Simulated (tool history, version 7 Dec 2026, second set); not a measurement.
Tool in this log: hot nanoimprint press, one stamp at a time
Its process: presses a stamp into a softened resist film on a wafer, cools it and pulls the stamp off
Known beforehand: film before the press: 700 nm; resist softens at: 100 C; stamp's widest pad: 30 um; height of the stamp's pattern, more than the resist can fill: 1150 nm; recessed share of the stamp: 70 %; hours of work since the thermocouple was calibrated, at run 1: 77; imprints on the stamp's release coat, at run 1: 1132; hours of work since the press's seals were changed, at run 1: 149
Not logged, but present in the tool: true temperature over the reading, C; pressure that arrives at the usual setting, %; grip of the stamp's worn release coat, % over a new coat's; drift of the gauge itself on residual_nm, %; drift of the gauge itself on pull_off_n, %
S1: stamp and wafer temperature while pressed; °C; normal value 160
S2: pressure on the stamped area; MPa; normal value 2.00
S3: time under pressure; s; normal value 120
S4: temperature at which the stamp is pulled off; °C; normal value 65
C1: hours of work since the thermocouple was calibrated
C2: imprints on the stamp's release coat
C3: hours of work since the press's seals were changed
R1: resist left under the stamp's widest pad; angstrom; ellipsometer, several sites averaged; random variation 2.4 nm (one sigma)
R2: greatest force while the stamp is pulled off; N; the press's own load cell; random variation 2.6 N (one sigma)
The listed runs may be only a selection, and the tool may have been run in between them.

run    hour   S1    S2   S3  S4   C1    C2   C3    R1   R2
  1     0.0  160  2.00  120  65   77  1132  149  3944  169
  2    22.1  160  2.00  120  65   89  1174  161  3908  167
  3    51.3  163  2.00  120  65  104  1229  176  3463  176
       95.3  -- stamp cleaned and given a new release coat
  4    95.3  163  2.00  120  65  125     0  196  3395  153
  5   136.2  163  2.00  120  65  146    78  218  3405  158
  6   162.2  163  2.00  120  65  160   127  232  3439  158
  7   188.9  160  2.00  120  65  174   178  246  3837  155
  8   215.4  160  2.00  120  65  188   228  260  3848  152
  9   250.7  160  2.00  120  65  207   295  279  3849  157
 10   285.5  163  2.00  120  65  225   360  297  3429  160
 11   327.6  163  2.00  123  65  248   440  319  3368  158
 12   349.6  163  2.00  123  65  259   482  331  3340  166
 13   396.7  160  1.95  120  65  284   571  356  3856  163
 14   433.7  160  1.95  120  65  304   641  376  3834  162
 15   460.4  161  2.00  120  65  318   692  390  3617  166
      475.1  -- plate thermocouple calibrated
 16   508.8  152  2.00   70  65   18   777  414  5845  168
 17   555.9  153  1.57   74  51   43   867  439  5881  206
 18   606.2  151  2.00  127  65   70   962  465  5457  167
 19   657.1  151  2.00  127  65   96  1058  492  5408  170
 20   679.4  151  2.00  127  65  108  1100  504  5390  171
 21   720.3  151  1.46  127  66  130  1178  526  5734  170
 22   769.0  156  2.00  120  65  156  1270  552  4562  171
      791.3  -- stamp cleaned and given a new release coat
 23   811.6  167  2.00  125  65  175    38  571  2866  157
 24   832.2  168  1.48  131  73  186    77  582  3073  140
 25   862.2  168  1.48  131  73  202   134  598  3050  137
 26   912.8  168  1.48  131  73  229   230  625  3051  140
 27   961.2  168  1.48  122  71  255   322  650  3122  147
 28   997.9  149  1.48  173  71  274   391  670  5663  148
 29  1034.9  149  1.48  167  71  294   461  690  5624  145
 30  1075.9  170  1.68  236  65  315   539  711  2006  162

Had the tool no unlogged condition, and each run kept its random variation, what would the results have been?
run    R1   R2
  1  3988  153
  2  3959  151
  3  3518  157
  4  3460  154
  5  3483  158
  6  3527  157
  7  3940  154
  8  3959  150
  9  3972  154
 10  3554  157
 11  3504  153
 12  3480  161
 13  4028  156
 14  4015  155
 15  3801  158
 16  5826  156
 17  5880  190
 18  5466  153
 19  5432  155
 20  5421  155
 21  5782  153
 22  4623  153
 23  2914  158
 24  3139  141
 25  3125  137
 26  3140  139
 27  3226  145
 28  5803  145
 29  5772  142
 30  2097  157
